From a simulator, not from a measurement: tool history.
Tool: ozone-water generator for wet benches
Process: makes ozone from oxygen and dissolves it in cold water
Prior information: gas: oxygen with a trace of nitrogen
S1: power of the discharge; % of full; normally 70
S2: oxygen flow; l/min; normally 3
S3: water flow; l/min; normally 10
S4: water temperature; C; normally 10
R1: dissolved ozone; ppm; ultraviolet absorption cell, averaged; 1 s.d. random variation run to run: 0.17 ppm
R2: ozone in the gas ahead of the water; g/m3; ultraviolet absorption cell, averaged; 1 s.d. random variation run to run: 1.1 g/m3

run	hour	S1	S2	S3	S4	R1	R2
1	0	70	3	10	10	22.2	185
2	93.7	70	3	10	12	21.4	187.3
# hour 228.7: water thermometer calibrated
3	287.4	70	3	10	12	21.3	185.2
4	448	70	3	10	12	21.2	182.8
5	642.2	70	2.6	10	12	20.4	190.8
6	735.2	70	2.6	10	12	20.5	191.9
7	908.7	70	2.6	10	12	20.1	191.4
8	1094.2	70	2.6	10	12	20	191.6
9	1290.7	70	2.6	10	12	19.7	191.3
10	1461.4	70	2.6	10	12	19.2	188.7
11	1573.4	70	2.6	10	12	19.4	188.9
12	1701.4	70	2.6	10	12	19.3	187.2
13	1894.9	70	2.6	10	12	18.7	185.3
14	1998.5	70	2.6	10	12	19.2	188.1
15	2176	70	2.6	10	12	19	185.4
16	2326.4	70	3	10	10	20	176.8
17	2417.7	70	3	10	10	19.7	176.3
18	2622.1	72	1.99	6	17	26.3	203.3
19	2795.7	57	1.74	6	17	21.8	182.4
20	2976.6	57	2.12	14	11	10.6	173.7
21	3084.7	70	3	10	9	19.7	172
22	3194.7	57	4.88	10	10	18.6	133.1
23	3370.1	57	4.88	10	10	18.6	131.1
24	3461.5	67	4.71	10	8	20.9	144.6
25	3581.7	67	4.71	10	8	20.5	145.7
26	3781	70	3.72	14	13	13.2	158.8
27	3932	70	3.72	14	13	13.1	159.2
28	4054.1	70	3.72	12	13	15.4	159.8
# hour 4073: electrodes of the discharge changed
29	4234.5	70	3.72	12	13	17.4	179.3
# hour 4270: contactor cleaned
30	4383.6	70	3.72	12	13	19.4	181.2
31	4515.6	70	3.72	12	13	19.4	179.5
32	4685.3	70	3	10	8	23.4	192.1
33	4863.5	93	3	9	10	29.7	225.4

3 options for the next run, each taken on its own from the tool as it stands now. Forecast them:
A	5026.4	53	3	10	10	?	?
B	5026.4	59	3	14	7	?	?
C	5026.4	55	3	10	10	?	?

run	R1	R2
A	18.8	158.8
B	14.6	169.5
C	19.2	161.6
What these runs would have given with no unlogged condition in the tool:
run	R1	R2
A	19.9	163.3
B	15.5	174.7
C	20.4	166.3
